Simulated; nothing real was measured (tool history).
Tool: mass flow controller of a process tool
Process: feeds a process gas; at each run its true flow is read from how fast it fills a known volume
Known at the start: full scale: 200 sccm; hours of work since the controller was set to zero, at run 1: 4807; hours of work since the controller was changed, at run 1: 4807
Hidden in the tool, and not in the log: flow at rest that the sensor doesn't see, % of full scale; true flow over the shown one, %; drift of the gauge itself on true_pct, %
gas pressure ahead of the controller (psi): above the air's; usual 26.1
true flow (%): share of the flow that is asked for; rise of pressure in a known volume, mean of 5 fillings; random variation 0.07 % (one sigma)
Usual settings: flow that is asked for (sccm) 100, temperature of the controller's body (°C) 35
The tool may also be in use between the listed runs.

run	hour	flow that is asked for (sccm)	gas pressure ahead of the controller (psi)	temperature of the controller's body (°C)	hours of work since the controller was set to zero	hours of work since the controller was changed	true flow (%)
1	0	100	26.1	35	4807	4807	99.25
2	141.4	100	26.1	35	4915	4915	99.34
3	288.3	100	23.4	35	5026	5026	99.34
4	487.5	100	23.4	35	5177	5177	99.12
5	703.5	100	23.4	35	5341	5341	99.34
6	838.6	100	23.4	35	5443	5443	99.4
7	956.8	100	23.4	35	5532	5532	99.32
8	1217.9	100	23.9	35	5730	5730	99.39
9	1414.1	100	23.9	35	5879	5879	99.24
10	1550.8	100	23.9	35	5983	5983	99.42
11	1677.7	100	26.1	29	6079	6079	99.75
# hour 1753.7: controller's zero set anew
12	1787.4	100	26.1	29	26	6162	97.73
13	2043.8	100	26.1	29	220	6356	97.5
14	2213.2	91	26.1	35	348	6484	97.29
15	2328.5	91	26.1	35	436	6572	97.17
16	2513.6	100	26.1	35	576	6712	97.23
17	2715.3	100	26.1	35	729	6865	97.41
18	2835.1	100	26.1	35	819	6955	97.38
19	2999.8	41	29.9	35	944	7080	97.23
20	3257.9	127	33.2	35	1140	7276	97.43
21	3428.4	127	33.2	35	1269	7405	97.4
22	3675.3	29	31.6	21	1456	7592	98.7
23	3819.5	29	31.6	21	1565	7701	98.81
24	3947	57	22.5	31	1662	7798	97.69
25	4134	100	30	32	1804	7940	97.44
26	4331.7	63	27.7	24	1954	8089	97.87
27	4565.7	71	26.8	35	2131	8267	97.41
28	4674.5	61	24.7	20	2213	8349	98.22
29	4879.6	192	31.2	20	2369	8505	98.43

The next listed run, before its measurement:
30	5043.3	192	31.2	20	2493	8629	?

true flow (%): 98.37
Without the tool's hidden state the same run would have given true flow (%) 100.17.
